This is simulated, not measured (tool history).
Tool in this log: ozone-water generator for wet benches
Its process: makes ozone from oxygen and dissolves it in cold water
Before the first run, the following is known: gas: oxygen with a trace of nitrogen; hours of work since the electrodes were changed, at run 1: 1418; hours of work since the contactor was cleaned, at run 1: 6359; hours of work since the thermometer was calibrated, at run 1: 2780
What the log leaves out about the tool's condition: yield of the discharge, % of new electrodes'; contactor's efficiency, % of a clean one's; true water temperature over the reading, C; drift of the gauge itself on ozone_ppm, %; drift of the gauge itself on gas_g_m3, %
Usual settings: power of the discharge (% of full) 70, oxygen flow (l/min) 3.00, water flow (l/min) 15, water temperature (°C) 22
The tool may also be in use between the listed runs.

run,hour,power of the discharge (% of full),oxygen flow (l/min),water flow (l/min),water temperature (°C),hours of work since the electrodes were changed,hours of work since the contactor was cleaned,hours of work since the thermometer was calibrated,dissolved ozone (ppm),ozone in the gas ahead of the water (g/m3)
1,0.0,70,3.00,15,22,1418,6359,2780,16.7,242.3
# hour 75.5: contactor cleaned
2,77.6,70,3.00,15,22,1475,2,2837,16.9,243.1
3,160.5,70,3.00,15,22,1540,66,2901,16.6,241.6
4,237.6,70,3.00,15,22,1600,126,2961,16.7,240.2
5,350.7,70,3.00,15,22,1688,214,3050,16.6,240.2
6,456.3,49,3.00,15,22,1770,296,3132,14.0,201.2
7,553.6,70,3.00,15,22,1846,372,3207,16.9,241.2
8,644.3,70,3.00,15,22,1917,443,3278,16.6,241.6
# hour 707.6: water thermometer calibrated
9,719.6,70,3.00,15,22,1975,501,9,16.8,241.4
10,793.5,70,3.00,15,22,2032,558,67,16.6,243.1
11,892.8,77,3.00,15,22,2110,636,144,17.6,250.4
12,989.5,70,3.00,15,22,2185,711,219,16.6,238.8
13,1061.3,70,3.00,15,22,2241,767,275,16.6,237.1
14,1160.9,70,3.00,15,22,2318,844,353,16.6,241.6
15,1259.3,70,3.00,15,22,2395,921,429,16.7,236.7
16,1337.8,70,3.00,15,22,2456,982,490,16.6,238.9
17,1442.3,70,3.00,12,22,2537,1063,572,20.2,238.1
18,1527.8,70,5.19,20,22,2604,1130,638,12.8,176.1
19,1624.1,45,3.00,21,20,2679,1205,713,9.7,189.9
20,1734.3,53,1.57,15,22,2764,1291,799,13.9,299.0
21,1840.6,53,1.57,15,22,2847,1373,882,14.0,298.6
22,1917.7,42,1.69,13,22,2907,1433,942,14.3,255.6
23,1987.7,42,1.69,13,22,2962,1488,996,14.2,254.7
24,2077.8,56,2.68,15,22,3032,1558,1066,15.2,226.0
25,2181.0,56,2.68,15,22,3112,1638,1147,15.0,226.8
26,2286.5,74,2.40,12,30,3194,1720,1229,18.9,276.2
27,2379.6,74,2.40,12,30,3267,1793,1301,18.6,274.1
28,2465.9,57,1.60,15,18,3334,1860,1368,15.0,300.4
29,2551.2,41,3.00,13,22,3400,1926,1435,14.5,180.0
30,2656.1,41,3.00,13,22,3482,2008,1516,14.7,177.5
31,2760.2,57,2.16,12,18,3563,2089,1597,19.4,254.0
32,2815.1,70,2.18,21,16,3605,2132,1640,12.0,282.3
33,2869.3,70,2.18,21,16,3648,2174,1682,12.0,282.4
34,2941.9,70,2.18,21,16,3704,2230,1739,12.3,283.9

Some steps in ozone in the gas ahead of the water (g/m3), run to run, broken into two amounts with sign: the step expected even without the hidden condition (settings, incoming material, random variation), and the rest, left for the hidden condition together with whatever gauge scatter is not in both the measured and the hidden-condition-free result:
Run 19 -> 20: power of the discharge (% of full) 45 -> 53, oxygen flow (l/min) 3.00 -> 1.57, water flow (l/min) 21 -> 15, water temperature (°C) 20 -> 22. ozone in the gas ahead of the water (g/m3) +109.1: hidden state -1.9, all else +111.0.
Run 28 -> 29: power of the discharge (% of full) 57 -> 41, oxygen flow (l/min) 1.60 -> 3.00, water flow (l/min) 15 -> 13, water temperature (°C) 18 -> 22. ozone in the gas ahead of the water (g/m3) -120.4: hidden state +2.7, all else -123.1.
Run 30 -> 31: power of the discharge (% of full) 41 -> 57, oxygen flow (l/min) 3.00 -> 2.16, water flow (l/min) 13 -> 12, water temperature (°C) 22 -> 18. ozone in the gas ahead of the water (g/m3) +76.5: hidden state -2.2, all else +78.7.

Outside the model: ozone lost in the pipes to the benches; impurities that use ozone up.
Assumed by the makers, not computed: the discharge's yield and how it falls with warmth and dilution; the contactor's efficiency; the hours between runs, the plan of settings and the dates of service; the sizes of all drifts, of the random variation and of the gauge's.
